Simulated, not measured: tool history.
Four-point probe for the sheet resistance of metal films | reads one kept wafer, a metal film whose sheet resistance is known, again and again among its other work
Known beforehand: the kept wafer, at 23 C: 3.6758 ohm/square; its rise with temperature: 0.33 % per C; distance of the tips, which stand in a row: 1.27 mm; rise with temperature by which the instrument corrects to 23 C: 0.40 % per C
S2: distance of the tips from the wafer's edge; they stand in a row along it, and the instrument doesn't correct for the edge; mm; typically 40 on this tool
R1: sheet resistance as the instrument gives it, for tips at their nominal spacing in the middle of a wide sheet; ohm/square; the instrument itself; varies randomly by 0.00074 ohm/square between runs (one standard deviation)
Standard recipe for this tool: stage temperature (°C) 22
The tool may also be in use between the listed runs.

Run 1, hour 0.0: usual settings. Result: R1 3.730505 ohm/square.
Run 2, hour 17.2: usual settings but S2 14 mm. Result: R1 3.746232 ohm/square.
Run 3, hour 33.0: usual settings but S2 14 mm. Result: R1 3.746597 ohm/square.
Run 4, hour 48.1: usual settings but S2 14 mm. Result: R1 3.747705 ohm/square.
Run 5, hour 71.9: usual settings but stage temperature (°C) 25. Result: R1 3.723223 ohm/square.
Run 6, hour 84.2: usual settings but S2 59 mm. Result: R1 3.731584 ohm/square.
Run 7, hour 104.9: usual settings but stage temperature (°C) 33. Result: R1 3.704932 ohm/square.
Run 8, hour 121.5: usual settings but stage temperature (°C) 32. Result: R1 3.708348 ohm/square.
Run 9, hour 137.2: usual settings but stage temperature (°C) 32. Result: R1 3.707995 ohm/square.
At hour 139.7: stage's thermometer calibrated.
At hour 142.5: new probe head fitted.
Run 10, hour 157.6: usual settings but stage temperature (°C) 32. Result: R1 3.647708 ohm/square.
Run 11, hour 177.0: usual settings but stage temperature (°C) 24. Result: R1 3.665982 ohm/square.
Run 12, hour 191.4: usual settings but S2 5 mm. Result: R1 3.792193 ohm/square.
Run 13, hour 215.2: usual settings but S2 5 mm. Result: R1 3.794805 ohm/square.
Run 14, hour 236.9: usual settings but S2 5 mm. Result: R1 3.792013 ohm/square.
Run 15, hour 249.9: usual settings but S2 5 mm. Result: R1 3.792951 ohm/square.
Run 16, hour 268.6: usual settings but stage temperature (°C) 30. Result: R1 3.654891 ohm/square.
At hour 276.4: stage's thermometer calibrated, once more.
Run 17, hour 289.4: usual settings but stage temperature (°C) 27, S2 16 mm. Result: R1 3.674612 ohm/square.
Run 18, hour 307.0: usual settings but stage temperature (°C) 18, S2 3 mm. Result: R1 4.006061 ohm/square.
Run 19, hour 331.0: usual settings but stage temperature (°C) 21, S2 11 mm. Result: R1 3.703745 ohm/square.
Run 20, hour 354.2: usual settings but stage temperature (°C) 21, S2 11 mm. Result: R1 3.703721 ohm/square.
Run 21, hour 373.2: usual settings but stage temperature (°C) 21, S2 11 mm. Result: R1 3.703805 ohm/square.
Run 22, hour 391.9: usual settings but stage temperature (°C) 34, S2 19 mm. Result: R1 3.654471 ohm/square.
Run 23, hour 402.9: usual settings but stage temperature (°C) 34, S2 19 mm. Result: R1 3.656623 ohm/square.
Run 24, hour 423.9: usual settings but stage temperature (°C) 34, S2 19 mm. Result: R1 3.655106 ohm/square.
Run 25, hour 442.3: usual settings but S2 36 mm. Result: R1 3.679367 ohm/square.
Run 26, hour 462.6: usual settings but stage temperature (°C) 20, S2 12 mm. Result: R1 3.703343 ohm/square.
Run 27, hour 481.0: usual settings but stage temperature (°C) 20, S2 12 mm. Result: R1 3.704161 ohm/square.
Run 28, hour 499.6: usual settings but stage temperature (°C) 23, S2 9 mm. Result: R1 3.713139 ohm/square.
Run 29, hour 509.8: usual settings. Result: R1 3.679353 ohm/square.
Run 30, hour 522.4: usual settings. Result: R1 3.678216 ohm/square.

Here are 3 independent what-if runs from the current tool condition. What would each one return?
Run A, hour 544.9: usual settings but stage temperature (°C) 20, S2 68 mm. Result: R1 ?.
Run B, hour 544.9: usual settings but stage temperature (°C) 30. Result: R1 ?.
Run C, hour 544.9: usual settings but stage temperature (°C) 25. Result: R1 ?.

run        R1
  A  3.683288
  B  3.661122
  C  3.671737
Take away the tool's hidden state, keep each run's random variation, and the runs would have read:
run        R1
  A  3.683646
  B  3.661452
  C  3.672081
